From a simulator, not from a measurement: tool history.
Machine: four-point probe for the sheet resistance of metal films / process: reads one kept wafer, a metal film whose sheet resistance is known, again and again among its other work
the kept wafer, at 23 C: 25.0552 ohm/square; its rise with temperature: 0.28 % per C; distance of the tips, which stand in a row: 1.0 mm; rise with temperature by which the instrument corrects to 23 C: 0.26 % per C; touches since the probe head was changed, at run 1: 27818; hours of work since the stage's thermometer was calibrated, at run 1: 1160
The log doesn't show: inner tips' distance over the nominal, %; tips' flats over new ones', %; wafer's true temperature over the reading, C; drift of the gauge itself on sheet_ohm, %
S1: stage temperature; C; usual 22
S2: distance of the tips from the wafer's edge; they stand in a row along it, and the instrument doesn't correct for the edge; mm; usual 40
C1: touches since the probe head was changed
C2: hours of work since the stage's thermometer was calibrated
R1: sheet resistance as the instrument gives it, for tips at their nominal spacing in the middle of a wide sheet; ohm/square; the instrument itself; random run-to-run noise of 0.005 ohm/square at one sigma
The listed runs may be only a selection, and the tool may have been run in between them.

Run 1, hour 0.0: usual settings; C1 27818; C2 1160. Result: R1 25.141375 ohm/square.
Run 2, hour 14.3: usual settings; C1 28495; C2 1169. Result: R1 25.137196 ohm/square.
Run 3, hour 25.5: usual settings; C1 29029; C2 1176. Result: R1 25.132429 ohm/square.
Run 4, hour 35.8: usual settings; C1 29518; C2 1183. Result: R1 25.123984 ohm/square.
Run 5, hour 49.2: usual settings; C1 30152; C2 1191. Result: R1 25.129928 ohm/square.
Run 6, hour 60.0: usual settings but S1 20 C; C1 30661; C2 1198. Result: R1 25.121483 ohm/square.
Run 7, hour 76.4: usual settings but S1 20 C; C1 31443; C2 1209. Result: R1 25.132153 ohm/square.
Run 8, hour 95.9: usual settings but S1 20 C; C1 32367; C2 1222. Result: R1 25.131352 ohm/square.
Run 9, hour 107.7: usual settings but S1 27 C; C1 32927; C2 1229. Result: R1 25.145381 ohm/square.
Run 10, hour 121.0: usual settings; C1 33557; C2 1238. Result: R1 25.133195 ohm/square.
Run 11, hour 137.2: usual settings; C1 34326; C2 1248. Result: R1 25.128895 ohm/square.
Run 12, hour 149.2: usual settings but S1 27 C; C1 34892; C2 1256. Result: R1 25.151549 ohm/square.
Run 13, hour 162.3: usual settings but S1 27 C; C1 35516; C2 1264. Result: R1 25.151621 ohm/square.
Run 14, hour 178.3: usual settings; C1 36276; C2 1275. Result: R1 25.133088 ohm/square.
Run 15, hour 200.8: usual settings but S1 27 C, S2 12 mm; C1 37342; C2 1289. Result: R1 25.233405 ohm/square.
Run 16, hour 221.8: usual settings but S1 27 C, S2 12 mm; C1 38336; C2 1303. Result: R1 25.229842 ohm/square.

Run 17 has not been measured yet. What should we expect?
Run 17, hour 231.9: usual settings but S2 43 mm; C1 38817; C2 1309. Result: R1 ?.

R1: 25.129346 ohm/square
If the tool had no hidden condition, the same run with the same run-to-run variation would have returned R1 25.060779 ohm/square.
